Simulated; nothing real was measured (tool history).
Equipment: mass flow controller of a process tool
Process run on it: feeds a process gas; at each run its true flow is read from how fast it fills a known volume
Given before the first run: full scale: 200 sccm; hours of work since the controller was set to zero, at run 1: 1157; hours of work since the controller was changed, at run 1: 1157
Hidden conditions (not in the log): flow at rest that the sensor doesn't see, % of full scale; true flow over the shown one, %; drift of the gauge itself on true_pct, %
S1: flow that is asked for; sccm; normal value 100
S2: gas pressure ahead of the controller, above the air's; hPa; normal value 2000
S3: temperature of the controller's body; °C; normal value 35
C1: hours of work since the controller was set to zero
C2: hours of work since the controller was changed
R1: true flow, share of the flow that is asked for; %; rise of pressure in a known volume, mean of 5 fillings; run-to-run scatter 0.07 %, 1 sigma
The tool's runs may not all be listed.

run    hour   S1    S2  S3    C1    C2      R1
  1     0.0  100  2000  35  1157  1157   99.27
  2    41.8  100  2000  35  1191  1191   99.30
  3    83.7  100  2000  35  1224  1224   99.29
  4   145.6  100  2000  35  1274  1274   99.27
  5   213.8  100  2000  35  1328  1328   99.16
  6   295.0  100  2000  35  1393  1393   99.11
  7   369.9  100  2000  35  1453  1453   99.25
  8   451.5  100  2000  35  1518  1518   99.02
  9   490.7  100  2000  22  1550  1550   99.95
      498.2  -- controller's zero set anew
 10   560.2  100  1900  35    50  1605   99.15
 11   625.0  100  1900  35   101  1657   99.09
 12   699.3  100  1460  35   161  1716   99.37
 13   773.6  100  2000  35   220  1776   99.12
 14   848.9  100  2000  35   281  1836   98.92
 15   925.9  100  2000  35   342  1897   99.01
     1006.7  -- controller's zero set anew, once more
 16  1011.7  100  2000  35     4  1966   99.85
 17  1072.7  100  2000  35    53  2014   99.83
 18  1108.8  100  2000  34    82  2043   99.98
 19  1175.1  116  2000  35   135  2096   99.87
 20  1213.6  116  2000  35   165  2127   99.94
 21  1287.0  116  2000  35   224  2186   99.97
 22  1364.4  116  2000  35   286  2248   99.89
 23  1430.4  116  2000  35   339  2301   99.90
 24  1518.2   36  1690  31   409  2371   99.50
 25  1559.3   32  2460  23   442  2404   99.36
 26  1643.6  153  2250  31   509  2471  100.18
 27  1687.9   91  2130  35   545  2506   99.61
 28  1774.3  120  2130  24   614  2576  100.49
 29  1846.5   92  2000  31   672  2633  100.03
 30  1891.1   50  1750  36   708  2669   99.40
 31  1959.8   24  2450  22   762  2724   98.54
 32  2037.0   26  1870  26   824  2786   98.85
 33  2105.8   26  1870  26   879  2841   98.93

Here are 4 independent what-if runs from the current tool condition. What would each one return?
  A  2157.9   42  1870  28  921  2882   ?
  B  2157.9   33  2690  32  921  2882   ?
  C  2157.9  100  2560  35  921  2882   ?
  D  2157.9   73  2230  27  921  2882   ?

run     R1
  A  99.29
  B  98.47
  C  99.42
  D  99.85
Stripped of hidden state, with their random variation kept, the same runs would have yielded:
run     R1
  A  99.15
  B  98.59
  C  98.72
  D  99.30
